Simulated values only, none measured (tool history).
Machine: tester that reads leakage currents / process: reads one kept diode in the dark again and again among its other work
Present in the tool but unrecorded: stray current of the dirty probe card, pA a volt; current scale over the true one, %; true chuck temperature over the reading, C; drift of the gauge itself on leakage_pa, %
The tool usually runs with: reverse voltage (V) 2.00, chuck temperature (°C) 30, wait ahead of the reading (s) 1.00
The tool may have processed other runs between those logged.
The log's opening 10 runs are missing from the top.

run	hour	reverse voltage (V)	chuck temperature (°C)	wait ahead of the reading (s)	hours of work since the probe card was cleaned	hours of work since the tester was calibrated	hours of work since the chuck was calibrated	current that the tester gives (pA)
11	406.3	17.83	26	1.00	914	1741	257	261.61
12	455.6	4.96	30	1.00	950	1778	294	173.27
13	500.6	2.00	25	1.00	984	1811	327	71.12
14	539.3	2.00	30	1.00	1012	1840	356	106.36
15	595.5	2.00	30	1.00	1054	1881	397	107.21
16	623.1	2.00	30	1.00	1074	1902	418	108.00
17	650.5	2.00	30	3.42	1095	1922	438	109.09
18	705.8	2.00	44	1.00	1135	1963	479	302.86
19	752.3	2.00	60	1.00	1170	1997	513	896.92
# hour 806.6: chuck's temperature calibrated
20	806.6	2.00	30	1.00	1209	2036	0	96.62
21	850.8	2.00	46	8.00	1241	2069	33	315.25
22	880.7	2.75	31	8.00	1263	2091	55	126.85
23	905.9	2.75	31	8.00	1282	2109	73	127.12
24	938.2	2.75	31	8.00	1306	2133	97	127.86
25	974.4	1.59	29	1.00	1333	2160	124	81.70
26	1018.2	1.59	29	1.00	1365	2193	157	82.62
27	1060.1	1.59	29	1.00	1396	2223	188	83.09
28	1104.9	2.27	28	1.00	1429	2257	221	95.80
29	1153.7	2.27	28	1.00	1465	2293	257	96.18
30	1205.3	2.27	28	1.00	1503	2331	295	97.73

Run 31, settings as shown, results not yet in. Your forecast:
31	1229.4	3.36	28	2.62	1521	2349	313	?

Run 31 came out at current that the tester gives (pA) 121.98.
If the tool had no hidden condition, the same run with the same run-to-run variation would have returned current that the tester gives (pA) 109.43.

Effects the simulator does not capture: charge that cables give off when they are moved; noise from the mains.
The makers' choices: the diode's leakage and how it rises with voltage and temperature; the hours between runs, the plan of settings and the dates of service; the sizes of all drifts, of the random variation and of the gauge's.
